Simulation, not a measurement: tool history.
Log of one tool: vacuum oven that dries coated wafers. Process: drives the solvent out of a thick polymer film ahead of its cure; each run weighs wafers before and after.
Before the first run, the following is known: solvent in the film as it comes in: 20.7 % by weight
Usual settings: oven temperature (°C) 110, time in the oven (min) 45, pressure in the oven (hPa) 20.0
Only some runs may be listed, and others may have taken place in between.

{"run": 1, "day": 0.0, "oven temperature (°C)": 110, "time in the oven (min)": 45, "pressure in the oven (hPa)": 20.0, "solvent left in the film (%)": 3.77}
{"run": 2, "day": 1.379, "oven temperature (°C)": 110, "time in the oven (min)": 45, "pressure in the oven (hPa)": 20.0, "solvent left in the film (%)": 3.83}
{"run": 3, "day": 2.867, "oven temperature (°C)": 118, "time in the oven (min)": 45, "pressure in the oven (hPa)": 20.0, "solvent left in the film (%)": 2.01}
{"run": 4, "day": 3.933, "oven temperature (°C)": 118, "time in the oven (min)": 45, "pressure in the oven (hPa)": 20.0, "solvent left in the film (%)": 2.27}
{"run": 5, "day": 5.1, "oven temperature (°C)": 118, "time in the oven (min)": 45, "pressure in the oven (hPa)": 63.8, "solvent left in the film (%)": 4.4}
{"run": 6, "day": 6.275, "oven temperature (°C)": 118, "time in the oven (min)": 45, "pressure in the oven (hPa)": 63.8, "solvent left in the film (%)": 4.43}
{"run": 7, "day": 7.242, "oven temperature (°C)": 118, "time in the oven (min)": 45, "pressure in the oven (hPa)": 63.8, "solvent left in the film (%)": 4.39}
{"run": 8, "day": 8.925, "oven temperature (°C)": 118, "time in the oven (min)": 45, "pressure in the oven (hPa)": 63.8, "solvent left in the film (%)": 4.34}
{"run": 9, "day": 10.775, "oven temperature (°C)": 118, "time in the oven (min)": 45, "pressure in the oven (hPa)": 63.8, "solvent left in the film (%)": 4.36}
{"run": 10, "day": 12.325, "oven temperature (°C)": 118, "time in the oven (min)": 45, "pressure in the oven (hPa)": 63.8, "solvent left in the film (%)": 4.33}
{"run": 11, "day": 13.696, "oven temperature (°C)": 118, "time in the oven (min)": 45, "pressure in the oven (hPa)": 63.8, "solvent left in the film (%)": 4.33}
{"run": 12, "day": 15.454, "oven temperature (°C)": 118, "time in the oven (min)": 45, "pressure in the oven (hPa)": 63.8, "solvent left in the film (%)": 4.47}
{"run": 13, "day": 16.592, "oven temperature (°C)": 96, "time in the oven (min)": 35, "pressure in the oven (hPa)": 33.6, "solvent left in the film (%)": 10.73}
{"run": 14, "day": 17.483, "oven temperature (°C)": 96, "time in the oven (min)": 35, "pressure in the oven (hPa)": 33.6, "solvent left in the film (%)": 10.71}

Consider 5 possible next runs. They are alternatives, not a sequence: every one starts from the tool as it was left by run 14. What does each give?
{"run": "A", "day": 19.054, "oven temperature (°C)": 96, "time in the oven (min)": 35, "pressure in the oven (hPa)": 46.8, "solvent left in the film (%)": "?"}
{"run": "B", "day": 19.054, "oven temperature (°C)": 109, "time in the oven (min)": 42, "pressure in the oven (hPa)": 10.7, "solvent left in the film (%)": "?"}
{"run": "C", "day": 19.054, "oven temperature (°C)": 99, "time in the oven (min)": 45, "pressure in the oven (hPa)": 11.3, "solvent left in the film (%)": "?"}
{"run": "D", "day": 19.054, "oven temperature (°C)": 110, "time in the oven (min)": 37, "pressure in the oven (hPa)": 20.0, "solvent left in the film (%)": "?"}
{"run": "E", "day": 19.054, "oven temperature (°C)": 115, "time in the oven (min)": 45, "pressure in the oven (hPa)": 20.0, "solvent left in the film (%)": "?"}

run=A solvent_left_in_the_film_(%)=11.62
run=B solvent_left_in_the_film_(%)=4.00
run=C solvent_left_in_the_film_(%)=6.74
run=D solvent_left_in_the_film_(%)=4.99
run=E solvent_left_in_the_film_(%)=2.80
With no hidden state in the tool, these same runs would have given:
run=A solvent_left_in_the_film_(%)=11.30
run=B solvent_left_in_the_film_(%)=3.74
run=C solvent_left_in_the_film_(%)=6.42
run=D solvent_left_in_the_film_(%)=4.72
run=E solvent_left_in_the_film_(%)=2.58
